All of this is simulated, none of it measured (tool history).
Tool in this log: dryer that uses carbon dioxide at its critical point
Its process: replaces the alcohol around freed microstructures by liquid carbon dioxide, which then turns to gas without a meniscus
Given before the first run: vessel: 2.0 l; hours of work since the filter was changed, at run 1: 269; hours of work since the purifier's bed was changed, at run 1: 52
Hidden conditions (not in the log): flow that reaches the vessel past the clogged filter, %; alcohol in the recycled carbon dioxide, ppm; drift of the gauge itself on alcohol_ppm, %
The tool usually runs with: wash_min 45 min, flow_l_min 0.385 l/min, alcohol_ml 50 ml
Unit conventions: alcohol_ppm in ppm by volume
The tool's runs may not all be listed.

| run | hour | wash_min | flow_l_min | alcohol_ml | hours of work since the filter was changed | hours of work since the purifier's bed was changed | alcohol_ppm |
|---|---|---|---|---|---|---|---|
| 1 | 0 | 45 | 0.385 | 50 | 269 | 52 | 42 |
| 2 | 54.9 | 45 | 0.385 | 118 | 290 | 74 | 62 |
| 3 | 105.7 | 45 | 0.385 | 118 | 310 | 94 | 79 |
| 4 | 167.1 | 45 | 0.385 | 31 | 335 | 118 | 54 |
| 5 | 226.7 | 45 | 0.385 | 31 | 358 | 142 | 58 |
| 6 | 286.5 | 45 | 0.613 | 50 | 382 | 166 | 47 |
| 7 | 331.4 | 45 | 0.613 | 50 | 400 | 183 | 57 |
| 8 | 378.9 | 29 | 0.613 | 50 | 419 | 202 | 79 |
| 9 | 420.7 | 45 | 0.385 | 50 | 435 | 219 | 81 |
| 10 | 471.7 | 45 | 0.367 | 50 | 455 | 239 | 102 |
| 11 | 517.7 | 45 | 0.385 | 50 | 474 | 257 | 101 |
| 12 | 552 | 45 | 0.385 | 50 | 487 | 271 | 108 |
| 13 | 586.3 | 45 | 0.385 | 50 | 501 | 284 | 102 |
| 14 | 618.4 | 45 | 0.385 | 50 | 514 | 297 | 118 |
| 15 | 668.2 | 45 | 0.385 | 50 | 533 | 317 | 114 |
| 16 | 701.5 | 45 | 0.385 | 50 | 547 | 330 | 114 |
| 17 | 747 | 45 | 0.385 | 50 | 565 | 348 | 133 |
| 18 | 780.7 | 33 | 0.609 | 89 | 578 | 361 | 107 |
|  | 810.5 | inlet filter changed |
| 19 | 836.8 | 29 | 0.596 | 40 | 10 | 383 | 115 |
| 20 | 895.5 | 62 | 0.471 | 27 | 34 | 407 | 114 |
| 21 | 943.5 | 53 | 0.573 | 21 | 53 | 426 | 123 |
| 22 | 1002.7 | 41 | 0.489 | 29 | 76 | 449 | 129 |
| 23 | 1027.8 | 41 | 0.489 | 29 | 86 | 459 | 131 |
| 24 | 1083.4 | 41 | 0.489 | 29 | 108 | 481 | 135 |

Entry by entry between the runs, the difference in hidden state between the last listed run before and the first listed run after:
Runs 18 to 19: inlet filter changed (hour 810.5)
  flow that reaches the vessel past the clogged filter, %: 87.9 -> 99.5; alcohol in the recycled carbon dioxide, ppm: 103.5 -> 108.8
  measured value less the no-hidden-state value, alcohol_ppm: +105 -> +104 ppm by volume
